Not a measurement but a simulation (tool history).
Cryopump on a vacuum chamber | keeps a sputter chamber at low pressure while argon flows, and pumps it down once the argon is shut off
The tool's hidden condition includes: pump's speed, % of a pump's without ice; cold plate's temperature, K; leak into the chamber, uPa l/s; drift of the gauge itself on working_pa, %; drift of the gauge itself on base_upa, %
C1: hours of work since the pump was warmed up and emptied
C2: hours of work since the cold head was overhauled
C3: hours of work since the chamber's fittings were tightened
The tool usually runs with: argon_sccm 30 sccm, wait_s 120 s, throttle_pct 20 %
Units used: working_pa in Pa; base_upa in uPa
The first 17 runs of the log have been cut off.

Run 18, hour 476.6: usual settings but wait_s 140 s; C1 512; C2 512; C3 1675. Result: working_pa 0.1468 Pa, base_upa 0.75 uPa.
Run 19, hour 512.5: usual settings but argon_sccm 23 sccm, throttle_pct 17 %; C1 527; C2 527; C3 1691. Result: working_pa 0.1317 Pa, base_upa 0.82 uPa.
Run 20, hour 540.1: usual settings but argon_sccm 26 sccm, wait_s 38 s, throttle_pct 15 %; C1 539; C2 539; C3 1703. Result: working_pa 0.1695 Pa, base_upa 1.45 uPa.
Run 21, hour 579.4: usual settings but argon_sccm 26 sccm, wait_s 38 s, throttle_pct 15 %; C1 556; C2 556; C3 1720. Result: working_pa 0.1683 Pa, base_upa 1.47 uPa.
Run 22, hour 610.8: usual settings but argon_sccm 26 sccm, wait_s 38 s, throttle_pct 15 %; C1 570; C2 570; C3 1733. Result: working_pa 0.1675 Pa, base_upa 1.51 uPa.
Run 23, hour 646.9: usual settings but argon_sccm 26 sccm, wait_s 38 s, throttle_pct 15 %; C1 586; C2 586; C3 1749. Result: working_pa 0.1675 Pa, base_upa 1.56 uPa.
Run 24, hour 685.1: usual settings but argon_sccm 39 sccm, wait_s 33 s, throttle_pct 17 %; C1 602; C2 602; C3 1766. Result: working_pa 0.2228 Pa, base_upa 1.69 uPa.
Run 25, hour 709.1: usual settings but argon_sccm 44 sccm, wait_s 82 s, throttle_pct 30 %; C1 613; C2 613; C3 1776. Result: working_pa 0.1458 Pa, base_upa 0.96 uPa.
Run 26, hour 729.3: usual settings but argon_sccm 20 sccm, wait_s 94 s; C1 621; C2 621; C3 1785. Result: working_pa 0.0982 Pa, base_upa 0.92 uPa.
Run 27, hour 745.9: usual settings but throttle_pct 29 %; C1 629; C2 629; C3 1792. Result: working_pa 0.1025 Pa, base_upa 0.77 uPa.
At hour 769.9: leaking fittings of the chamber tightened, without venting.
Run 28, hour 787.5: usual settings but argon_sccm 31 sccm, wait_s 267 s; C1 646; C2 646; C3 8. Result: working_pa 0.1527 Pa, base_upa 0.38 uPa.
Run 29, hour 825.2: usual settings; C1 662; C2 662; C3 24. Result: working_pa 0.1474 Pa, base_upa 0.56 uPa.
At hour 833.1: pump warmed up, emptied and cooled again.
Run 30, hour 852.0: usual settings but wait_s 62 s, throttle_pct 55 %; C1 8; C2 672; C3 34. Result: working_pa 0.0531 Pa, base_upa 0.84 uPa.
Run 31, hour 885.9: usual settings but argon_sccm 13 sccm, wait_s 62 s, throttle_pct 21 %; C1 23; C2 687; C3 48. Result: working_pa 0.0592 Pa, base_upa 0.85 uPa.
Run 32, hour 914.9: usual settings but argon_sccm 13 sccm, wait_s 62 s, throttle_pct 21 %; C1 36; C2 699; C3 61. Result: working_pa 0.0595 Pa, base_upa 0.84 uPa.
Run 33, hour 950.9: usual settings but argon_sccm 13 sccm, wait_s 62 s, throttle_pct 21 %; C1 51; C2 715; C3 77. Result: working_pa 0.0593 Pa, base_upa 0.82 uPa.

Consider 4 possible next runs. They are alternatives, not a sequence: every one starts from the tool as it was left by run 33. What does each give?
Run A, hour 971.4: usual settings but argon_sccm 54 sccm, wait_s 54 s, throttle_pct 26 %; C1 60; C2 724; C3 85. Result: working_pa ?, base_upa ?.
Run B, hour 971.4: usual settings but argon_sccm 17 sccm, wait_s 62 s, throttle_pct 21 %; C1 60; C2 724; C3 85. Result: working_pa ?, base_upa ?.
Run C, hour 971.4: usual settings but wait_s 272 s, throttle_pct 32 %; C1 60; C2 724; C3 85. Result: working_pa ?, base_upa ?.
Run D, hour 971.4: usual settings but argon_sccm 19 sccm, wait_s 173 s, throttle_pct 21 %; C1 60; C2 724; C3 85. Result: working_pa ?, base_upa ?.

run  working_pa  base_upa
  A      0.1992      0.94
  B      0.0761      0.85
  C      0.0898      0.36
  D      0.0869      0.40
Take away the tool's hidden state, keep each run's random variation, and the runs would have read:
run  working_pa  base_upa
  A      0.1976      0.90
  B      0.0756      0.81
  C      0.0890      0.32
  D      0.0864      0.36
